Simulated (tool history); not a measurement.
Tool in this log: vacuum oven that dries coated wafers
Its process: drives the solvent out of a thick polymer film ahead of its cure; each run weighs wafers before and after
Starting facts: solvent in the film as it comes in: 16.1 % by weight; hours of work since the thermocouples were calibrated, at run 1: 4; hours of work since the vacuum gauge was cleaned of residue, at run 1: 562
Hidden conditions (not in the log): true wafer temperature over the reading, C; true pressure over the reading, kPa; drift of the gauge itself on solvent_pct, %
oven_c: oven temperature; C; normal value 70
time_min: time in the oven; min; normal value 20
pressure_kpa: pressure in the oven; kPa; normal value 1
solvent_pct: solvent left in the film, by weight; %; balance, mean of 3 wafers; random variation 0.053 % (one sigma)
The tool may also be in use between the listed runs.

run    hour  oven_c  time_min  pressure_kpa  hours of work since the thermocouples were calibrated  hours of work since the vacuum gauge was cleaned of residue  solvent_pct
  1       0      70        20             1                                                      4                                                          562         1.82
  2    72.6      70        20             1                                                     60                                                          618         1.85
  3     141      70        20             1                                                    113                                                          671         1.88
  4   207.4      70        20             1                                                    164                                                          722         1.83
  5   263.5      70        20             1                                                    208                                                          766         1.92
  6   341.7      73        20             1                                                    268                                                          826         1.27
  7     432      70        20             1                                                    338                                                          896         1.92
  8   507.2      70        20             1                                                    396                                                          954         1.89
  9   598.7      70        20             1                                                    467                                                         1025         1.85
 10   671.9      70        20             1                                                    524                                                         1082         1.83
 11   762.4      70        20             1                                                    594                                                         1152          1.9
 12     833      70        20             1                                                    649                                                         1207         1.92
 13   879.9      70        20             1                                                    685                                                         1243          1.9
 14   941.1      70        20             1                                                    733                                                         1291         1.89
 15  1014.6      70        20             1                                                    790                                                         1348         1.83
 16  1099.7      70        20             1                                                    855                                                         1413         1.81
 17  1141.7      70        33             1                                                    888                                                         1446         0.92
 18  1223.8      70        33             1                                                    952                                                         1510          0.9
 19  1288.8      84        10             1                                                   1002                                                         1560         0.81

Run 20 comes next. What will it give?
 20  1347.2      70        10          2.37                                                   1047                                                         1605            ?

solvent_pct: 5.17 %
With the hidden condition absent and the run-to-run variation left alone, this run would have shown solvent_pct 5.16 %.

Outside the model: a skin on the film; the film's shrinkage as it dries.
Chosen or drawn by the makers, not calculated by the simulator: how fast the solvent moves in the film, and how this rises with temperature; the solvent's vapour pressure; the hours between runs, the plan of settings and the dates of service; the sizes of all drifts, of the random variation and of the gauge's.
